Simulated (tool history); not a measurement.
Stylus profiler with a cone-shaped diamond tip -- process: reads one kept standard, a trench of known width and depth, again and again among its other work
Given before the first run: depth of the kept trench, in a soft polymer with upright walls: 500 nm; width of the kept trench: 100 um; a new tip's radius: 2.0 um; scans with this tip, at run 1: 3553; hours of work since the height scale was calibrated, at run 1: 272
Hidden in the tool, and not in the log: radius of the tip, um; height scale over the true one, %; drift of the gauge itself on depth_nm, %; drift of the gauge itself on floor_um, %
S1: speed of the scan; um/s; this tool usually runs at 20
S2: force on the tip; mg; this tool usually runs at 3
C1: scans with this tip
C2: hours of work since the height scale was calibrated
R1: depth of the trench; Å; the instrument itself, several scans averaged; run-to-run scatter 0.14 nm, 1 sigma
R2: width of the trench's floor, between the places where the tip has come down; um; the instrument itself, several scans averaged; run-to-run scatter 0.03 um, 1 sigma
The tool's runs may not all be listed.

Run 1, hour 0: usual settings; C1 3553; C2 272. Result: R1 5084.8 Å, R2 96.79 um.
Run 2, hour 20.1: usual settings; C1 3661; C2 280. Result: R1 5085.1 Å, R2 96.81 um.
Run 3, hour 50.2: usual settings; C1 3822; C2 292. Result: R1 5084.3 Å, R2 96.74 um.
Run 4, hour 65.8: usual settings; C1 3905; C2 299. Result: R1 5086.4 Å, R2 96.72 um.
Run 5, hour 91.1: usual settings; C1 4040; C2 309. Result: R1 5084.6 Å, R2 96.72 um.
Run 6, hour 114.8: usual settings; C1 4167; C2 319. Result: R1 5087.2 Å, R2 96.7 um.
Run 7, hour 151.1: usual settings but S1 36 um/s, S2 1.63 mg; C1 4361; C2 333. Result: R1 5059.7 Å, R2 96.68 um.
Run 8, hour 172.3: usual settings but S1 30 um/s, S2 2.74 mg; C1 4474; C2 342. Result: R1 5080.6 Å, R2 96.69 um.
Run 9, hour 202.9: usual settings but S1 54 um/s, S2 1.2 mg; C1 4638; C2 355. Result: R1 5049.6 Å, R2 96.54 um.
Run 10, hour 230.4: usual settings but S1 54 um/s, S2 1.2 mg; C1 4785; C2 366. Result: R1 5050.9 Å, R2 96.57 um.
Run 11, hour 257: usual settings but S1 9 um/s, S2 1.23 mg; C1 4926; C2 377. Result: R1 5048.1 Å, R2 96.64 um.
Run 12, hour 283.1: usual settings but S1 30 um/s, S2 2.03 mg; C1 5066; C2 387. Result: R1 5069.3 Å, R2 96.58 um.

Measured result minus the same run's result without the hidden state. Both carry the same run-to-run variation, though not necessarily the same gauge scatter:
run    R1     R2
  1  +2.7  -0.52
  2  +2.8  -0.53
  3  +3.2  -0.55
  4  +3.2  -0.56
  5  +3.5  -0.58
  6  +3.7   -0.6
  7  +3.9  -0.62
  8  +4.2  -0.63
  9  +4.5  -0.65
 10  +4.6  -0.68
 11  +4.9   -0.7
 12  +5.1  -0.71

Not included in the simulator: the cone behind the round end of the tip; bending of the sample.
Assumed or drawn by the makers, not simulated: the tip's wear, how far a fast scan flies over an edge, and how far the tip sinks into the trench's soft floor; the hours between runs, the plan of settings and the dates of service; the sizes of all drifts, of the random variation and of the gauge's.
